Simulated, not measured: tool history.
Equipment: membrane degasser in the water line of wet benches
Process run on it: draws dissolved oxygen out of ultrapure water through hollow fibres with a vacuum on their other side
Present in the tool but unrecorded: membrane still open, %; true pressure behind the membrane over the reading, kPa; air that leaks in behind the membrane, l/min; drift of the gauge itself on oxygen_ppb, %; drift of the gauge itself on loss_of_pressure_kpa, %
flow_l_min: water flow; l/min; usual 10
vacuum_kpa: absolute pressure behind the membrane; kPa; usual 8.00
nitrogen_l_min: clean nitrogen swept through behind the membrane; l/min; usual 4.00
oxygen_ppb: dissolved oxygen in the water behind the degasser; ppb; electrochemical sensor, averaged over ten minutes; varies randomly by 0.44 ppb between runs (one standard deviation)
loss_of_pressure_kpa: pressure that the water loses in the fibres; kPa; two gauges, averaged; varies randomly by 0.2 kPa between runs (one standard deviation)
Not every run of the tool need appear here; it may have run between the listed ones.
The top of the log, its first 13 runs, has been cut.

run,hour,flow_l_min,vacuum_kpa,nitrogen_l_min,hours since the membrane was changed,hours since the vacuum gauge was calibrated,hours since the vacuum lines were made tight,oxygen_ppb,loss_of_pressure_kpa
14,1452.9,10,8.00,4.00,6457,7306,961,38.5,46.30
15,1522.5,10,8.00,4.00,6527,7375,1031,38.8,46.42
16,1666.2,10,8.00,4.00,6671,7519,1174,38.2,46.43
17,1735.0,13,15.00,5.04,6739,7588,1243,91.2,60.12
18,1836.7,13,15.00,5.04,6841,7689,1345,92.0,60.51
19,1976.3,13,15.00,5.04,6981,7829,1484,91.6,60.79
20,2050.1,13,4.89,1.73,7054,7903,1558,56.4,60.80
21,2164.3,10,5.10,4.00,7169,8017,1672,21.9,47.12
22,2282.4,8,6.15,2.20,7287,8135,1791,34.4,37.34
# hour 2359.1: vacuum gauge calibrated
23,2392.6,14,8.00,3.91,7396,33,1900,59.1,66.02

Predict the results of run 24:
24,2544.5,6,14.45,4.00,7548,185,2052,?,?

Run 24 gave oxygen_ppb 44.0 ppb, loss_of_pressure_kpa 28.33 kPa.
Were there no unlogged condition in the tool, this run, its random variation unchanged, would have produced oxygen_ppb 42.0 ppb, loss_of_pressure_kpa 25.16 kPa.

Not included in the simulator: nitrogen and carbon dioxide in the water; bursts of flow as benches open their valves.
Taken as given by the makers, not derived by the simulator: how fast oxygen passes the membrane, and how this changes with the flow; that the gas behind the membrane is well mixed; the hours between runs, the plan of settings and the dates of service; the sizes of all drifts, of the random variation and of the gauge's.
